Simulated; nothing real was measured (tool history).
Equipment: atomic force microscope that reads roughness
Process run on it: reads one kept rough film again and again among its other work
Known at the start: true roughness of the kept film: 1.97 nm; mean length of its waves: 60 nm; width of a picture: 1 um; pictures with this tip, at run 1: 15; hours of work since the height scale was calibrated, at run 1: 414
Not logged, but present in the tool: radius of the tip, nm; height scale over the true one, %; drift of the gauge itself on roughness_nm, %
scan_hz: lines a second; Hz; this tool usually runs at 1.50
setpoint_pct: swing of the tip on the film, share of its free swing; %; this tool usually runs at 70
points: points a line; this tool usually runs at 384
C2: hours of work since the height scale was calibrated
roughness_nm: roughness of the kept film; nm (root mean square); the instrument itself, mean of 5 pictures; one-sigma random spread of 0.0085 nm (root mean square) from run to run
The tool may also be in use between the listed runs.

{"run": 1, "hour": 0.0, "scan_hz": 1.5, "setpoint_pct": 70, "points": 384, "pictures with this tip": 15, "C2": 414, "roughness_nm": 1.883}
{"run": 2, "hour": 8.1, "scan_hz": 1.5, "setpoint_pct": 70, "points": 384, "pictures with this tip": 32, "C2": 420, "roughness_nm": 1.875}
{"run": 3, "hour": 17.1, "scan_hz": 1.5, "setpoint_pct": 70, "points": 384, "pictures with this tip": 51, "C2": 427, "roughness_nm": 1.869}
{"run": 4, "hour": 26.5, "scan_hz": 1.5, "setpoint_pct": 70, "points": 384, "pictures with this tip": 71, "C2": 434, "roughness_nm": 1.865}
{"run": 5, "hour": 44.7, "scan_hz": 1.5, "setpoint_pct": 70, "points": 448, "pictures with this tip": 110, "C2": 448, "roughness_nm": 1.862}
{"run": 6, "hour": 61.2, "scan_hz": 1.5, "setpoint_pct": 70, "points": 448, "pictures with this tip": 145, "C2": 460, "roughness_nm": 1.86}
{"run": 7, "hour": 80.7, "scan_hz": 1.5, "setpoint_pct": 67, "points": 384, "pictures with this tip": 187, "C2": 474, "roughness_nm": 1.877}
{"run": 8, "hour": 92.6, "scan_hz": 1.5, "setpoint_pct": 67, "points": 384, "pictures with this tip": 212, "C2": 483, "roughness_nm": 1.869}
{"hour": 100.3, "done": "new tip fitted"}
{"run": 9, "hour": 101.3, "scan_hz": 1.5, "setpoint_pct": 67, "points": 384, "pictures with this tip": 3, "C2": 489, "roughness_nm": 1.871}
{"run": 10, "hour": 117.9, "scan_hz": 1.5, "setpoint_pct": 67, "points": 384, "pictures with this tip": 38, "C2": 501, "roughness_nm": 1.875}
{"run": 11, "hour": 133.1, "scan_hz": 1.5, "setpoint_pct": 67, "points": 384, "pictures with this tip": 70, "C2": 512, "roughness_nm": 1.882}
{"run": 12, "hour": 142.6, "scan_hz": 1.5, "setpoint_pct": 67, "points": 384, "pictures with this tip": 91, "C2": 519, "roughness_nm": 1.896}
{"run": 13, "hour": 159.1, "scan_hz": 1.5, "setpoint_pct": 67, "points": 384, "pictures with this tip": 126, "C2": 532, "roughness_nm": 1.88}
{"run": 14, "hour": 169.2, "scan_hz": 0.69, "setpoint_pct": 67, "points": 384, "pictures with this tip": 147, "C2": 539, "roughness_nm": 1.915}
{"run": 15, "hour": 187.7, "scan_hz": 1.5, "setpoint_pct": 70, "points": 384, "pictures with this tip": 187, "C2": 553, "roughness_nm": 1.865}
{"hour": 207.7, "done": "new tip fitted"}
{"run": 16, "hour": 207.7, "scan_hz": 1.5, "setpoint_pct": 70, "points": 384, "pictures with this tip": 0, "C2": 567, "roughness_nm": 1.865}
{"run": 17, "hour": 219.5, "scan_hz": 1.5, "setpoint_pct": 70, "points": 384, "pictures with this tip": 26, "C2": 576, "roughness_nm": 1.849}
{"run": 18, "hour": 237.2, "scan_hz": 1.5, "setpoint_pct": 70, "points": 384, "pictures with this tip": 63, "C2": 589, "roughness_nm": 1.873}
{"run": 19, "hour": 253.2, "scan_hz": 1.5, "setpoint_pct": 70, "points": 320, "pictures with this tip": 98, "C2": 601, "roughness_nm": 1.865}
{"run": 20, "hour": 270.9, "scan_hz": 1.22, "setpoint_pct": 70, "points": 384, "pictures with this tip": 135, "C2": 614, "roughness_nm": 1.872}
{"run": 21, "hour": 290.3, "scan_hz": 1.22, "setpoint_pct": 70, "points": 384, "pictures with this tip": 177, "C2": 628, "roughness_nm": 1.875}
{"run": 22, "hour": 299.5, "scan_hz": 1.5, "setpoint_pct": 70, "points": 770, "pictures with this tip": 196, "C2": 635, "roughness_nm": 1.867}
{"hour": 314.0, "done": "new tip fitted"}
{"run": 23, "hour": 314.0, "scan_hz": 1.5, "setpoint_pct": 70, "points": 770, "pictures with this tip": 0, "C2": 645, "roughness_nm": 1.864}
{"run": 24, "hour": 325.2, "scan_hz": 1.5, "setpoint_pct": 70, "points": 770, "pictures with this tip": 24, "C2": 654, "roughness_nm": 1.868}
{"run": 25, "hour": 341.4, "scan_hz": 1.5, "setpoint_pct": 78, "points": 384, "pictures with this tip": 59, "C2": 666, "roughness_nm": 1.821}
{"run": 26, "hour": 357.4, "scan_hz": 1.5, "setpoint_pct": 70, "points": 384, "pictures with this tip": 93, "C2": 677, "roughness_nm": 1.864}
{"run": 27, "hour": 372.9, "scan_hz": 3.18, "setpoint_pct": 58, "points": 529, "pictures with this tip": 126, "C2": 689, "roughness_nm": 1.868}
{"run": 28, "hour": 387.8, "scan_hz": 1.5, "setpoint_pct": 70, "points": 772, "pictures with this tip": 158, "C2": 700, "roughness_nm": 1.859}
{"run": 29, "hour": 406.1, "scan_hz": 1.59, "setpoint_pct": 80, "points": 527, "pictures with this tip": 197, "C2": 713, "roughness_nm": 1.805}
{"hour": 421.3, "done": "new tip fitted"}
{"run": 30, "hour": 423.1, "scan_hz": 1.59, "setpoint_pct": 80, "points": 527, "pictures with this tip": 4, "C2": 726, "roughness_nm": 1.818}
{"run": 31, "hour": 439.2, "scan_hz": 1.59, "setpoint_pct": 80, "points": 527, "pictures with this tip": 38, "C2": 737, "roughness_nm": 1.803}
{"run": 32, "hour": 453.2, "scan_hz": 3.87, "setpoint_pct": 58, "points": 702, "pictures with this tip": 68, "C2": 748, "roughness_nm": 1.848}

Run 33, settings as shown, results not yet in. Your forecast:
{"run": 33, "hour": 472.6, "scan_hz": 3.87, "setpoint_pct": 58, "points": 702, "pictures with this tip": 110, "C2": 762, "roughness_nm": "?"}

roughness_nm: 1.847 nm (root mean square)
Were there no unlogged condition in the tool, this run, its random variation unchanged, would have produced roughness_nm 1.852 nm (root mean square).
